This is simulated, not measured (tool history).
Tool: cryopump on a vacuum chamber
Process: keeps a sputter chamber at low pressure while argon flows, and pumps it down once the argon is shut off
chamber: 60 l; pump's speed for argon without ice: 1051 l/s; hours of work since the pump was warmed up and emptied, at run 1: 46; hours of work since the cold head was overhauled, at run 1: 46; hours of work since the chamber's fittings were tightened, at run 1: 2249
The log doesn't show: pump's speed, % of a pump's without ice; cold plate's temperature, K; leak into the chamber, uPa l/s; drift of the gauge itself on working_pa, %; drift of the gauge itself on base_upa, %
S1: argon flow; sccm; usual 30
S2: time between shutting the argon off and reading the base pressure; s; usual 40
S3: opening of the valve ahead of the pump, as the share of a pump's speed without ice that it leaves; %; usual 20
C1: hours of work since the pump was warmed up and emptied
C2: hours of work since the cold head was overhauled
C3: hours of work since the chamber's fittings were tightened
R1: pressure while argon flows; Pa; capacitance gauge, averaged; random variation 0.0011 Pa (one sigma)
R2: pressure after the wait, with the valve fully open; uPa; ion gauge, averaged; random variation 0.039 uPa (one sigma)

| run | hour | S1 | S2 | S3 | C1 | C2 | C3 | R1 | R2 |
|---|---|---|---|---|---|---|---|---|---|
| 1 | 0.0 | 30 | 40 | 20 | 46 | 46 | 2249 | 0.2427 | 4.71 |
| 2 | 28.7 | 30 | 40 | 18 | 62 | 62 | 2264 | 0.2705 | 4.83 |
| 3 | 64.1 | 23 | 40 | 18 | 81 | 81 | 2283 | 0.2077 | 4.83 |
| 4 | 87.6 | 23 | 40 | 18 | 93 | 93 | 2296 | 0.2088 | 4.87 |
| 5 | 125.2 | 23 | 40 | 18 | 114 | 114 | 2316 | 0.2068 | 5.02 |
| 6 | 156.4 | 23 | 40 | 18 | 130 | 130 | 2333 | 0.2082 | 4.91 |
| 7 | 188.3 | 30 | 40 | 20 | 148 | 148 | 2350 | 0.2484 | 5.10 |
| 8 | 229.1 | 30 | 40 | 20 | 170 | 170 | 2372 | 0.2468 | 5.26 |
| 9 | 251.8 | 30 | 90 | 20 | 182 | 182 | 2384 | 0.2468 | 3.96 |
| 10 | 279.4 | 30 | 90 | 20 | 197 | 197 | 2399 | 0.2478 | 4.17 |
| 11 | 314.7 | 30 | 40 | 20 | 216 | 216 | 2418 | 0.2501 | 5.38 |
| 12 | 341.3 | 30 | 40 | 20 | 230 | 230 | 2432 | 0.2479 | 5.34 |
| 13 | 358.3 | 30 | 40 | 20 | 239 | 239 | 2442 | 0.2499 | 5.28 |
| 14 | 388.5 | 30 | 71 | 20 | 255 | 255 | 2458 | 0.2476 | 4.46 |
| 15 | 429.1 | 40 | 71 | 20 | 277 | 277 | 2480 | 0.3318 | 4.73 |
| 16 | 457.2 | 40 | 71 | 20 | 292 | 292 | 2495 | 0.3325 | 4.58 |
| 17 | 486.9 | 28 | 62 | 55 | 308 | 308 | 2511 | 0.0910 | 4.76 |
| 18 | 505.9 | 56 | 40 | 24 | 318 | 318 | 2521 | 0.3921 | 5.56 |
| 19 | 526.6 | 56 | 40 | 24 | 330 | 330 | 2532 | 0.3942 | 5.68 |
| 20 | 557.5 | 49 | 40 | 56 | 346 | 346 | 2549 | 0.1578 | 5.71 |

Run 21 comes next. What will it give?
| 21 | 595.6 | 14 | 23 | 19 | 367 | 367 | 2569 | ? | ? |

Run 21 gave R1 0.1255 Pa, R2 6.90 uPa.
Without the tool's hidden state the same run would have given R1 0.1202 Pa, R2 3.53 uPa.
